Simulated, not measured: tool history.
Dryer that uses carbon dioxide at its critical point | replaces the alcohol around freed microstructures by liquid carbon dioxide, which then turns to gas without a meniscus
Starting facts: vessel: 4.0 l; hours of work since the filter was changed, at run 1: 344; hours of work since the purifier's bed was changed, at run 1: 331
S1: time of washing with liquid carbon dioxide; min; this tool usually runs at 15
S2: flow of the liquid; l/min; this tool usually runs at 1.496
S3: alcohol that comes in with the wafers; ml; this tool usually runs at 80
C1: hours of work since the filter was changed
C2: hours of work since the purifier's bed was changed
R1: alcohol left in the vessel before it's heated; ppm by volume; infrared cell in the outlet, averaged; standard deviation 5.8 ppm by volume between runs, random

run,hour,S1,S2,S3,C1,C2,R1
1,0,15,1.496,80,344,331,366
2,9.3,15,1.496,80,351,338,367
3,16.2,15,1.76,80,356,343,237
4,28,15,1.76,80,365,352,233
5,41.3,15,1.496,80,375,363,386
6,49.1,15,1.496,80,381,369,409
7,62.1,15,1.496,80,391,379,398
8,70.5,15,1.496,80,398,385,395
9,83.2,15,1.496,80,408,395,399
10,95.6,15,1.2,80,417,405,820
11,103.1,13,1.496,80,423,410,628
12,112.9,23,1.496,80,431,418,163
13,118.4,23,1.496,80,435,422,163
14,127.2,14,1.58,80,442,429,441
15,133.5,16,1.63,35,446,434,195
16,141.6,16,1.63,35,453,440,197
17,149.7,16,1.63,35,459,446,213
18,155.3,16,1.63,35,463,451,209
19,163.4,16,1.2,32,470,457,381
20,169.7,14,1.2,32,474,462,523
# hour 180.9: inlet filter changed
21,182.6,15,1.2,32,1,471,359

Hidden condition of the tool, last listed run before each entry between runs versus first listed run after:
Logged between run 20 and run 21: inlet filter changed (hour 180.9)
  flow that reaches the vessel past the clogged filter, %: 91.4 -> 99.9; alcohol in the recycled carbon dioxide, ppm: 148.5 -> 151.4
  measured result minus the result with no hidden state, R1: +238 -> +147 ppm by volume

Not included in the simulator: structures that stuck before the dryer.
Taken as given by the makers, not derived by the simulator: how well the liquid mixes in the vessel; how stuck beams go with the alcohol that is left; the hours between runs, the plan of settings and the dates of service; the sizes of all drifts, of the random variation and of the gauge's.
